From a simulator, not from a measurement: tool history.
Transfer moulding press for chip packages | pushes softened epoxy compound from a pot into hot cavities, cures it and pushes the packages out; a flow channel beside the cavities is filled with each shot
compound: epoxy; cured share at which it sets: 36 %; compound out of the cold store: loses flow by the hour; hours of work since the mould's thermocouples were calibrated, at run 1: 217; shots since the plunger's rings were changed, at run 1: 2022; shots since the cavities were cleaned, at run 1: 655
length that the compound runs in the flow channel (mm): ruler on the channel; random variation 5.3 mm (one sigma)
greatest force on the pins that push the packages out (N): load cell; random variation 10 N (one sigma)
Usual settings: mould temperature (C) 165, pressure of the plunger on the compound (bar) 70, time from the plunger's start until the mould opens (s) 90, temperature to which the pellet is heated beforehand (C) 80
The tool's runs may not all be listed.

| run | hour | mould temperature (C) | pressure of the plunger on the compound (bar) | time from the plunger's start until the mould opens (s) | temperature to which the pellet is heated beforehand (C) | hours of work since the mould's thermocouples were calibrated | shots since the plunger's rings were changed | shots since the cavities were cleaned | incoming compound's hours out of the cold store | length that the compound runs in the flow channel (mm) | greatest force on the pins that push the packages out (N) |
|---|---|---|---|---|---|---|---|---|---|---|---|
| 1 | 0 | 165 | 70 | 90 | 80 | 217 | 2022 | 655 | 18.9 | 908 | 501 |
| 2 | 18.2 | 165 | 70 | 100 | 80 | 228 | 2259 | 892 | 38.8 | 873 | 407 |
|  | 37.9 | cavities cleaned with cleaning compound and waxed |
| 3 | 40.2 | 165 | 70 | 100 | 80 | 241 | 2525 | 29 | 30.6 | 882 | 407 |
| 4 | 68.9 | 165 | 70 | 100 | 80 | 259 | 2900 | 404 | 28.2 | 896 | 405 |
| 5 | 89.5 | 165 | 60.7 | 90 | 80 | 272 | 3168 | 672 | 19.1 | 848 | 494 |
| 6 | 107.9 | 165 | 60.7 | 90 | 80 | 283 | 3407 | 911 | 34.9 | 814 | 474 |
|  | 124.7 | cavities cleaned with cleaning compound and waxed |
| 7 | 132.8 | 165 | 60.7 | 90 | 80 | 298 | 3713 | 107 | 25.5 | 828 | 458 |
| 8 | 164.9 | 165 | 70 | 90 | 80 | 318 | 4130 | 524 | 9.5 | 938 | 495 |
| 9 | 183.3 | 165 | 70 | 90 | 80 | 329 | 4371 | 765 | 31.9 | 879 | 486 |
|  | 213 | cavities cleaned with cleaning compound and waxed |
| 10 | 215.4 | 165 | 70 | 90 | 87 | 349 | 4769 | 31 | 12.1 | 934 | 484 |
| 11 | 240.6 | 165 | 70 | 90 | 87 | 364 | 5096 | 358 | 36.3 | 869 | 453 |
|  | 255 | plunger's sealing rings changed |
| 12 | 276.5 | 161 | 70 | 70 | 87 | 385 | 280 | 794 | 23.5 | 916 | 1106 |
|  | 291.1 | mould's thermocouples calibrated |
|  | 304.3 | cavities cleaned with cleaning compound and waxed |
| 13 | 307.6 | 164 | 53.3 | 85 | 71 | 9 | 639 | 42 | 45.7 | 732 | 566 |
| 14 | 338.5 | 164 | 53.3 | 85 | 71 | 29 | 1042 | 445 | 27 | 787 | 577 |
| 15 | 362.1 | 163 | 70 | 79 | 80 | 43 | 1349 | 752 | 46.1 | 855 | 698 |
| 16 | 379.5 | 163 | 70 | 79 | 82 | 54 | 1576 | 979 | 22.7 | 907 | 744 |
|  | 391.2 | cavities cleaned with cleaning compound and waxed |
| 17 | 412.2 | 163 | 70 | 79 | 79 | 74 | 1982 | 273 | 41 | 879 | 707 |
| 18 | 436.6 | 163 | 70 | 79 | 79 | 89 | 2300 | 591 | 20 | 921 | 759 |
| 19 | 464.2 | 163 | 70 | 86 | 73 | 106 | 2659 | 950 | 22.2 | 921 | 630 |

The next listed run, before its measurement:
|  | 478.4 | cavities cleaned with cleaning compound and waxed |
| 20 | 495.3 | 165 | 70 | 90 | 71 | 125 | 3045 | 221 | 26.4 | ? | ? |

Run 20 gave length that the compound runs in the flow channel (mm) 898, greatest force on the pins that push the packages out (N) 504.
Without the tool's hidden state the same run would have given length that the compound runs in the flow channel (mm) 898, greatest force on the pins that push the packages out (N) 502.
